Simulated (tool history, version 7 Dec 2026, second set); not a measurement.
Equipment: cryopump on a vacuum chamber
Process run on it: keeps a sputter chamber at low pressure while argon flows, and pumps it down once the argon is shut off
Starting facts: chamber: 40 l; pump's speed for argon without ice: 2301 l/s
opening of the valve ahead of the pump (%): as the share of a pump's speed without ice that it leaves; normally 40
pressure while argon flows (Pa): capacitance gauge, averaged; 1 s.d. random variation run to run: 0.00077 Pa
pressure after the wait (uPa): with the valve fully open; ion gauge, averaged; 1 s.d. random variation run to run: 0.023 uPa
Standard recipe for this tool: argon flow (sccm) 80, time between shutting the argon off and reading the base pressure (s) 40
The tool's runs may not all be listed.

| run | hour | argon flow (sccm) | time between shutting the argon off and reading the base pressure (s) | opening of the valve ahead of the pump (%) | pressure while argon flows (Pa) | pressure after the wait (uPa) |
|---|---|---|---|---|---|---|
| 1 | 0.0 | 80 | 40 | 40 | 0.1492 | 0.96 |
| 2 | 32.0 | 80 | 40 | 40 | 0.1490 | 1.01 |
| 3 | 59.7 | 80 | 179 | 40 | 0.1496 | 0.50 |
| 4 | 89.8 | 80 | 179 | 40 | 0.1488 | 0.49 |
| 5 | 108.9 | 80 | 78 | 40 | 0.1500 | 0.70 |
| 6 | 128.6 | 80 | 78 | 40 | 0.1497 | 0.69 |
| 7 | 153.4 | 80 | 78 | 40 | 0.1500 | 0.68 |
| 8 | 183.9 | 80 | 78 | 40 | 0.1506 | 0.65 |
| 9 | 212.3 | 84 | 78 | 40 | 0.1570 | 0.71 |
| 10 | 240.0 | 84 | 78 | 40 | 0.1576 | 0.73 |
| 11 | 273.4 | 80 | 40 | 40 | 0.1512 | 0.98 |
| 12 | 288.7 | 80 | 66 | 40 | 0.1519 | 0.78 |
| 13 | 316.0 | 63 | 41 | 40 | 0.1181 | 1.00 |
| 14 | 348.5 | 62 | 27 | 18 | 0.2571 | 1.30 |
| 15 | 376.6 | 62 | 27 | 18 | 0.2578 | 1.42 |
| 16 | 410.1 | 44 | 190 | 41 | 0.0814 | 0.54 |

Run 17 is up next; what results do you expect?
| 17 | 436.5 | 44 | 190 | 41 | ? | ? |

{"run 17": {"pressure while argon flows (Pa)": 0.0825, "pressure after the wait (uPa)": 0.53}}
Take away the tool's hidden state, keep the run-to-run variation as it was, and the same run would have given pressure while argon flows (Pa) 0.0795, pressure after the wait (uPa) 0.25.
